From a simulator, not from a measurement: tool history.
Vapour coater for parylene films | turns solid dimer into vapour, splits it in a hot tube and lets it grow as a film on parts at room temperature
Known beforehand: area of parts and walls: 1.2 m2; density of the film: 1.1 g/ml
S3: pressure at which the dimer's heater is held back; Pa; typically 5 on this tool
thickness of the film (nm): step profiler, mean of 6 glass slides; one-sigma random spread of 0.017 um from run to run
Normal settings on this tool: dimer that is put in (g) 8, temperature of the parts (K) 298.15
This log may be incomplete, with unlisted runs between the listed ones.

Run 1, day 0: usual settings. Result: thickness of the film (nm) 4830.
Run 2, day 1.392: usual settings. Result: thickness of the film (nm) 4820.
Run 3, day 2.446: usual settings. Result: thickness of the film (nm) 4800.
Run 4, day 3.388: usual settings but dimer that is put in (g) 5. Result: thickness of the film (nm) 3000.
Run 5, day 4.846: usual settings but S3 2.56 Pa. Result: thickness of the film (nm) 5200.
Run 6, day 5.938: usual settings but S3 10.77 Pa. Result: thickness of the film (nm) 4370.
Run 7, day 7.475: usual settings but S3 10.77 Pa. Result: thickness of the film (nm) 4360.
Run 8, day 9.15: usual settings but S3 10.77 Pa. Result: thickness of the film (nm) 4370.
Run 9, day 10.021: usual settings but temperature of the parts (K) 308.15. Result: thickness of the film (nm) 3220.
Run 10, day 11.179: usual settings but temperature of the parts (K) 308.15. Result: thickness of the film (nm) 3220.
Run 11, day 12.308: usual settings but temperature of the parts (K) 308.15. Result: thickness of the film (nm) 3230.
Run 12, day 13.408: usual settings but temperature of the parts (K) 308.15. Result: thickness of the film (nm) 3230.
Run 13, day 14.512: usual settings but temperature of the parts (K) 308.15. Result: thickness of the film (nm) 3190.
Run 14, day 16.046: usual settings but dimer that is put in (g) 11, temperature of the parts (K) 308.15, S3 5.59 Pa. Result: thickness of the film (nm) 4360.
At day 17.158: gauge calibrated.
Run 15, day 17.821: usual settings but dimer that is put in (g) 5, temperature of the parts (K) 292.15. Result: thickness of the film (nm) 3710.
Run 16, day 19.521: usual settings but dimer that is put in (g) 5, temperature of the parts (K) 295.15, S3 5.07 Pa. Result: thickness of the film (nm) 3360.
Run 17, day 20.667: usual settings but S3 11.35 Pa. Result: thickness of the film (nm) 4390.
Run 18, day 21.588: usual settings but dimer that is put in (g) 10, temperature of the parts (K) 309.15, S3 10.45 Pa. Result: thickness of the film (nm) 3620.
Run 19, day 22.838: usual settings but dimer that is put in (g) 4, temperature of the parts (K) 307.15, S3 10.57 Pa. Result: thickness of the film (nm) 1550.

The next listed run, before its measurement:
Run 20, day 23.742: usual settings but temperature of the parts (K) 292.15, S3 2.6 Pa. Result: thickness of the film (nm) ?.

For run 20 the tool returned thickness of the film (nm) 5860.
On a tool with no hidden condition, and with the same random variation, this run would have come out at thickness of the film (nm) 5930.
